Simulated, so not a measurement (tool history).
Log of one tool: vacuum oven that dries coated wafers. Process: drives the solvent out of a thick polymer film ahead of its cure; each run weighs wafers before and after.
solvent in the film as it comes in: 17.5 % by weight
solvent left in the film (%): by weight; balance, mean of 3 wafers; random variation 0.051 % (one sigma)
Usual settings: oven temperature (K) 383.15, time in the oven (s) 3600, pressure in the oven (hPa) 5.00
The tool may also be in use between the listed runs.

{"run": 1, "hour": 0.0, "oven temperature (K)": 383.15, "time in the oven (s)": 3600, "pressure in the oven (hPa)": 5.0, "solvent left in the film (%)": 1.14}
{"run": 2, "hour": 17.3, "oven temperature (K)": 383.15, "time in the oven (s)": 3600, "pressure in the oven (hPa)": 5.0, "solvent left in the film (%)": 1.07}
{"run": 3, "hour": 49.4, "oven temperature (K)": 383.15, "time in the oven (s)": 3600, "pressure in the oven (hPa)": 5.0, "solvent left in the film (%)": 1.05}
{"run": 4, "hour": 75.7, "oven temperature (K)": 383.15, "time in the oven (s)": 3000, "pressure in the oven (hPa)": 5.0, "solvent left in the film (%)": 1.57}
{"run": 5, "hour": 105.3, "oven temperature (K)": 383.15, "time in the oven (s)": 3000, "pressure in the oven (hPa)": 5.0, "solvent left in the film (%)": 1.57}
{"run": 6, "hour": 129.0, "oven temperature (K)": 379.15, "time in the oven (s)": 3600, "pressure in the oven (hPa)": 5.0, "solvent left in the film (%)": 1.65}
{"run": 7, "hour": 147.0, "oven temperature (K)": 379.15, "time in the oven (s)": 3600, "pressure in the oven (hPa)": 5.0, "solvent left in the film (%)": 1.73}
{"run": 8, "hour": 172.3, "oven temperature (K)": 379.15, "time in the oven (s)": 3600, "pressure in the oven (hPa)": 5.0, "solvent left in the film (%)": 1.73}
{"run": 9, "hour": 206.0, "oven temperature (K)": 379.15, "time in the oven (s)": 3600, "pressure in the oven (hPa)": 5.0, "solvent left in the film (%)": 1.68}
{"run": 10, "hour": 227.9, "oven temperature (K)": 397.15, "time in the oven (s)": 3600, "pressure in the oven (hPa)": 5.0, "solvent left in the film (%)": 0.15}
{"run": 11, "hour": 260.1, "oven temperature (K)": 397.15, "time in the oven (s)": 3060, "pressure in the oven (hPa)": 5.0, "solvent left in the film (%)": 0.31}
{"run": 12, "hour": 290.4, "oven temperature (K)": 397.15, "time in the oven (s)": 3060, "pressure in the oven (hPa)": 5.0, "solvent left in the film (%)": 0.34}
{"run": 13, "hour": 319.8, "oven temperature (K)": 397.15, "time in the oven (s)": 3060, "pressure in the oven (hPa)": 5.0, "solvent left in the film (%)": 0.25}
{"run": 14, "hour": 346.9, "oven temperature (K)": 381.15, "time in the oven (s)": 3600, "pressure in the oven (hPa)": 12.09, "solvent left in the film (%)": 1.63}
{"run": 15, "hour": 381.6, "oven temperature (K)": 382.15, "time in the oven (s)": 3600, "pressure in the oven (hPa)": 5.0, "solvent left in the film (%)": 1.33}
{"run": 16, "hour": 400.5, "oven temperature (K)": 382.15, "time in the oven (s)": 3600, "pressure in the oven (hPa)": 5.0, "solvent left in the film (%)": 1.34}
{"run": 17, "hour": 425.3, "oven temperature (K)": 371.15, "time in the oven (s)": 5400, "pressure in the oven (hPa)": 4.47, "solvent left in the film (%)": 2.01}
{"run": 18, "hour": 460.3, "oven temperature (K)": 371.15, "time in the oven (s)": 5400, "pressure in the oven (hPa)": 4.47, "solvent left in the film (%)": 1.8}
{"run": 19, "hour": 485.3, "oven temperature (K)": 371.15, "time in the oven (s)": 5400, "pressure in the oven (hPa)": 4.47, "solvent left in the film (%)": 1.9}
{"run": 20, "hour": 515.0, "oven temperature (K)": 371.15, "time in the oven (s)": 5400, "pressure in the oven (hPa)": 4.47, "solvent left in the film (%)": 1.87}
{"run": 21, "hour": 546.2, "oven temperature (K)": 371.15, "time in the oven (s)": 5400, "pressure in the oven (hPa)": 4.47, "solvent left in the film (%)": 2.0}
{"run": 22, "hour": 564.6, "oven temperature (K)": 371.15, "time in the oven (s)": 5400, "pressure in the oven (hPa)": 4.47, "solvent left in the film (%)": 1.97}
{"run": 23, "hour": 597.3, "oven temperature (K)": 379.15, "time in the oven (s)": 2580, "pressure in the oven (hPa)": 5.0, "solvent left in the film (%)": 3.26}
{"run": 24, "hour": 627.2, "oven temperature (K)": 379.15, "time in the oven (s)": 2580, "pressure in the oven (hPa)": 5.0, "solvent left in the film (%)": 3.3}
{"run": 25, "hour": 655.4, "oven temperature (K)": 379.15, "time in the oven (s)": 2580, "pressure in the oven (hPa)": 5.0, "solvent left in the film (%)": 3.28}

Hidden state or all else? Some run-to-run changes of solvent left in the film (%), split into what the settings, what came in and random variation would give without the hidden state, and what is left for the hidden state (with any gauge scatter that isn't in both results):
The hidden state here: true wafer temperature over the reading, C; true pressure over the reading, kPa; drift of the gauge itself on solvent_pct, %.
Run 9 -> 10: oven temperature (K) 379.15 -> 397.15. solvent left in the film (%) -1.53: hidden state -0.23, all else -1.30.
Run 13 -> 14: oven temperature (K) 397.15 -> 381.15, time in the oven (s) 3060 -> 3600, pressure in the oven (hPa) 5.00 -> 12.09. solvent left in the film (%) +1.38: hidden state +0.22, all else +1.16.
